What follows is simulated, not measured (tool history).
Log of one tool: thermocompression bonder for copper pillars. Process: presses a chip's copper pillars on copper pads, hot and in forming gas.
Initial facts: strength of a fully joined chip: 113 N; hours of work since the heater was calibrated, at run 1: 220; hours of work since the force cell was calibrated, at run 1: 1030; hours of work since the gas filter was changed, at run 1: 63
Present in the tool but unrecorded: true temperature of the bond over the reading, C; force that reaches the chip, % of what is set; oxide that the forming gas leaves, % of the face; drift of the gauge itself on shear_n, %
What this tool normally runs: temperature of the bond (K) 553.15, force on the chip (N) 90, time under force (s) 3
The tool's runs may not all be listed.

run,hour,temperature of the bond (K),force on the chip (N),time under force (s),hours of work since the heater was calibrated,hours of work since the force cell was calibrated,hours of work since the gas filter was changed,force that shears a chip off (N)
1,0,553.15,90,3,220,1030,63,44.3
2,42.8,553.15,110,3,252,1062,95,55
3,79.1,553.15,110,3,279,1089,121,55.3
4,103.6,553.15,110,3,297,1107,140,54.2
5,143.9,553.15,110,3,327,1137,169,54.5
6,176.8,553.15,110,3,351,1161,194,54.4
7,211.7,540.15,90,3,377,1187,220,36.6
8,241.9,553.15,90,3,400,1209,242,44.1
# hour 270.3: force cell calibrated
9,275,553.15,90,3,423,3,265,44
10,317.9,553.15,90,3,455,35,297,44
11,348.1,553.15,90,3,477,58,320,44.9
12,381.6,553.15,90,3,502,82,345,43.9
13,400,553.15,90,3,516,96,358,44.1
14,434.4,553.15,90,2,541,122,384,37.8
15,476.1,526.15,90,2,572,152,415,24.1
# hour 482.3: forming gas filter changed
16,503.2,526.15,90,2,592,172,16,25.2
17,538.5,526.15,90,2,618,198,42,24.7
18,575.9,526.15,90,2,646,226,69,24.7
19,603.1,553.15,90,3,666,246,90,43.9
20,625.6,553.15,90,2,682,263,106,38.5
21,666.2,553.15,90,3,712,293,136,45.4
22,702.2,553.15,90,3,739,320,163,44.6
23,740.2,570.15,84,7,767,348,191,67.8
24,761.5,559.15,76,2,783,364,207,33.5
25,789.8,565.15,117,3,804,385,228,67.9
26,814.6,582.15,61,8,822,403,246,61
27,839.2,582.15,61,8,841,421,265,60.6
28,859.3,560.15,61,3,856,436,279,31.8
29,893.2,553.15,87,3,881,461,305,42.9
30,914.7,553.15,90,2,897,477,320,37.5
31,932.8,553.15,90,2,910,491,334,37.9
32,960.6,554.15,81,2,931,511,354,33.5
33,1003.1,578.15,90,3,962,543,386,60.9
34,1027.3,532.15,69,3,980,561,404,23
# hour 1046.3: forming gas filter changed
# hour 1054.5: heater calibrated with a thermocouple chip
35,1058,525.15,60,8,3,581,7,26.5
36,1088.4,525.15,60,8,25,604,30,26.5
37,1112.1,539.15,65,6,43,622,47,32.2
38,1140.4,553.15,102,8,64,643,68,70.4
39,1168,526.15,90,7,84,663,89,41.6
40,1188.3,553.15,86,2,99,678,104,35.7
41,1212.8,553.15,86,2,117,696,122,36

Each row is a separate what-if for the run after 41, all from the same tool condition, not one after another. Results?
A,1230.9,557.15,90,4,131,710,135,?
B,1230.9,553.15,86,2,131,710,135,?
C,1230.9,553.15,99,4,131,710,135,?

run,force that shears a chip off (N)
A,51.3
B,35.8
C,53.9
With the hidden condition removed and each run's random variation left untouched, the same runs would have given:
run,force that shears a chip off (N)
A,51.4
B,35.9
C,54.1
